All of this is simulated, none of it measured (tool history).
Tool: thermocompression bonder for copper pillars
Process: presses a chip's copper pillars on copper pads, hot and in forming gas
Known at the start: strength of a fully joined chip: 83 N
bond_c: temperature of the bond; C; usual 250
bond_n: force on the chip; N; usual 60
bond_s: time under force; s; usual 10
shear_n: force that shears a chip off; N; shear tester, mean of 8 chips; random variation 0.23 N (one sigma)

Run 1, day 0.000: usual settings. Result: shear_n 39.9 N.
Run 2, day 0.842: usual settings but bond_n 83 N. Result: shear_n 47.9 N.
Run 3, day 1.383: usual settings but bond_n 83 N. Result: shear_n 48.3 N.
Run 4, day 2.362: usual settings but bond_s 12 s. Result: shear_n 42.6 N.
Run 5, day 3.188: usual settings but bond_s 12 s. Result: shear_n 42.8 N.
Run 6, day 3.896: usual settings but bond_s 25 s. Result: shear_n 53.6 N.
Run 7, day 4.538: usual settings but bond_s 25 s. Result: shear_n 54.4 N.
Run 8, day 4.975: usual settings but bond_s 25 s. Result: shear_n 54.1 N.
Run 9, day 5.875: usual settings but bond_s 25 s. Result: shear_n 53.8 N.
Run 10, day 6.546: usual settings but bond_s 25 s. Result: shear_n 53.8 N.
Run 11, day 7.558: usual settings but bond_s 25 s. Result: shear_n 54.2 N.
Run 12, day 8.429: usual settings but bond_s 25 s. Result: shear_n 54.7 N.
Run 13, day 8.875: usual settings. Result: shear_n 40.6 N.
Run 14, day 9.583: usual settings. Result: shear_n 40.8 N.
At day 10.096: gauge calibrated.
Run 15, day 10.112: usual settings. Result: shear_n 39.3 N.
Run 16, day 11.008: usual settings. Result: shear_n 39.1 N.

Forecast run 17:
Run 17, day 12.025: usual settings. Result: shear_n ?.

shear_n: 40.1 N
Without the tool's hidden state the same run would have given shear_n 39.9 N.

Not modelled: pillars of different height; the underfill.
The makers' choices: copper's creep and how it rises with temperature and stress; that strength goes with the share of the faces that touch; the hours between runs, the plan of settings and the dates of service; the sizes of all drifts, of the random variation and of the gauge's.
